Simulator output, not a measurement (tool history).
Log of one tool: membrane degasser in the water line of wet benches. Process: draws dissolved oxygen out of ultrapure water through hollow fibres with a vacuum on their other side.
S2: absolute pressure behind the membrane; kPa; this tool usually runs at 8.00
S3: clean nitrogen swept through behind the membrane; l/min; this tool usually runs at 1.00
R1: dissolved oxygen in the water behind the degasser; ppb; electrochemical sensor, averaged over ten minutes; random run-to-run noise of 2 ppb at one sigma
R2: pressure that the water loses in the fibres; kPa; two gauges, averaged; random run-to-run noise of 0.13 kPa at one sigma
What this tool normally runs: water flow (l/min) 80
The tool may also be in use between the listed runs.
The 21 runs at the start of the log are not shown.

Run 22, hour 812.0: usual settings but water flow (l/min) 105, S2 6.02 kPa. Result: R1 442.3 ppb, R2 36.14 kPa.
Run 23, hour 840.3: usual settings but water flow (l/min) 105, S2 6.02 kPa. Result: R1 445.6 ppb, R2 36.06 kPa.
Run 24, hour 876.4: usual settings but S3 1.43 l/min. Result: R1 483.8 ppb, R2 27.83 kPa.
Run 25, hour 914.0: usual settings. Result: R1 610.9 ppb, R2 27.84 kPa.
Run 26, hour 966.2: usual settings but water flow (l/min) 65, S2 11.89 kPa. Result: R1 925.8 ppb, R2 22.44 kPa.
Run 27, hour 993.1: usual settings but S2 10.36 kPa. Result: R1 880.4 ppb, R2 27.48 kPa.
Run 28, hour 1016.3: usual settings but S2 14.55 kPa, S3 1.02 l/min. Result: R1 1321.1 ppb, R2 27.44 kPa.
Run 29, hour 1038.2: usual settings but water flow (l/min) 69, S2 9.57 kPa. Result: R1 723.8 ppb, R2 23.85 kPa.
Run 30, hour 1091.0: usual settings but water flow (l/min) 69, S2 9.57 kPa. Result: R1 725.8 ppb, R2 23.93 kPa.
Run 31, hour 1136.0: usual settings but water flow (l/min) 69, S2 9.57 kPa. Result: R1 723.5 ppb, R2 23.75 kPa.
Run 32, hour 1166.8: usual settings but water flow (l/min) 76, S2 15.89 kPa. Result: R1 1429.7 ppb, R2 26.10 kPa.

Predict each of these 3 candidate next runs independently; none follows another, all start after run 32:
Run A, hour 1194.1: usual settings but water flow (l/min) 50, S2 5.31 kPa. Result: R1 ?, R2 ?.
Run B, hour 1194.1: usual settings but S2 9.19 kPa. Result: R1 ?, R2 ?.
Run C, hour 1194.1: usual settings but water flow (l/min) 54, S2 8.66 kPa, S3 0.41 l/min. Result: R1 ?, R2 ?.

run     R1     R2
  A  201.5  17.24
  B  754.4  27.71
  C  914.6  18.76
What these runs would have given with no unlogged condition in the tool:
run     R1     R2
  A  197.1  17.03
  B  751.5  27.37
  C  919.0  18.53
